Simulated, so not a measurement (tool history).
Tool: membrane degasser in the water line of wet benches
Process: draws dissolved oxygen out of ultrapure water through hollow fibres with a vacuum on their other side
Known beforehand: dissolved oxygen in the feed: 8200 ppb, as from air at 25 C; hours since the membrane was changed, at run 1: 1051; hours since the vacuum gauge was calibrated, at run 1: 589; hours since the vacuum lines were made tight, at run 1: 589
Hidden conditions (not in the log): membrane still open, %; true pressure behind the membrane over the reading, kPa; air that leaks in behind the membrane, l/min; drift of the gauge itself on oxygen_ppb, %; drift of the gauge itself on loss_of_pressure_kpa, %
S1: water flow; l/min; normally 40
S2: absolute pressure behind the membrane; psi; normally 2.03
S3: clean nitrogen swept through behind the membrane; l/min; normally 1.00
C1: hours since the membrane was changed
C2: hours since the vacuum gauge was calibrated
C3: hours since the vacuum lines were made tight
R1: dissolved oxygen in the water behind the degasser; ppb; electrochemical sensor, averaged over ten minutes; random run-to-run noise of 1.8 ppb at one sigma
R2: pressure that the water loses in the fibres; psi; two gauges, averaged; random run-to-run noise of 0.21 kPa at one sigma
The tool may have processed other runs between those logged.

run      day  S1    S2    S3    C1    C2    C3      R1      R2
  1    0.000  40  2.03  1.00  1051   589   589   807.5   7.429
  2    9.729  40  2.92  1.00  1284   823   823  1206.9   7.523
  3   18.438  40  2.92  1.00  1493  1032  1032  1206.8   7.594
  4   25.438  40  2.92  2.59  1661  1200  1200   573.5   7.498
  5   35.638  40  2.92  2.59  1906  1444  1444   573.0   7.522
  6   44.771  40  2.92  2.34  2125  1664  1664   624.6   7.533
  7   54.158  40  2.92  2.34  2351  1889  1889   624.3   7.512
  8   63.296  40  2.92  2.34  2570  2108  2108   626.9   7.591
  9   69.562  40  2.92  2.34  2720  2259  2259   628.6   7.509
 10   79.442  40  2.92  2.34  2958  2496  2496   627.4   7.539
 11   83.775  51  2.03  1.00  3062  2600  2600   977.3   9.648
 12   90.100  40  2.03  1.00  3213  2751  2751   817.6   7.614
 13   96.308  40  2.03  1.00  3362  2900  2900   822.0   7.613
      98.133  -- seals of the vacuum lines changed
 14  103.558  40  2.03  0.43  3534  3072   130  1436.1   7.575
 15  111.738  40  2.03  0.43  3731  3269   327  1436.5   7.630
 16  119.708  42  2.03  1.00  3922  3460   518   850.8   7.994
 17  127.438  40  1.39  1.00  4107  3646   703   514.5   7.641
 18  134.658  40  1.39  1.00  4281  3819   877   514.9   7.638
 19  142.254  40  1.39  1.00  4463  4001  1059   515.1   7.658
 20  152.867  40  1.39  1.00  4718  4256  1314   514.1   7.704
     156.325  -- vacuum gauge calibrated
 21  159.942  40  1.36  0.69  4887    87  1483   627.7   7.733
 22  169.083  36  1.28  0.62  5106   306  1702   570.9   6.942
 23  174.179  36  1.28  0.62  5229   428  1825   572.9   6.931
 24  182.929  36  3.63  1.11  5439   638  2035  1291.9   6.984
 25  191.758  40  3.51  1.94  5651   850  2247   882.8   7.758
 26  198.888  25  2.03  0.95  5822  1022  2418   582.5   4.798
 27  204.650  25  2.03  0.95  5960  1160  2556   584.1   4.850
 28  209.412  42  3.36  1.52  6074  1274  2670  1065.4   8.125
 29  216.946  27  2.03  1.00  6255  1455  2851   598.4   5.265
     221.242  -- seals of the vacuum lines changed
 30  221.983  40  4.48  0.92  6374  1574    18  1930.0   7.768
 31  228.696  38  1.64  0.42  6535  1735   179  1079.4   7.366
 32  237.467  57  3.12  1.24  6746  1945   389  1436.9  11.019

Same runs, no hidden state in the tool, same run-to-run variation:
run      R1      R2
  1   800.6   7.377
  2  1199.1   7.458
  3  1198.1   7.517
  4   566.9   7.413
  5   565.4   7.423
  6   615.8   7.422
  7   614.5   7.387
  8   616.2   7.455
  9   617.4   7.365
 10   615.2   7.381
 11   960.8   9.439
 12   801.5   7.442
 13   805.3   7.433
 14  1411.6   7.385
 15  1411.9   7.427
 16   832.6   7.774
 17   495.2   7.420
 18   494.8   7.409
 19   494.3   7.417
 20   492.5   7.449
 21   627.6   7.469
 22   570.3   6.695
 23   571.7   6.678
 24  1284.2   6.720
 25   873.9   7.453
 26   574.9   4.603
 27   575.9   4.650
 28  1055.0   7.783
 29   589.1   5.037
 30  1924.4   7.423
 31  1069.8   7.031
 32  1427.3  10.501
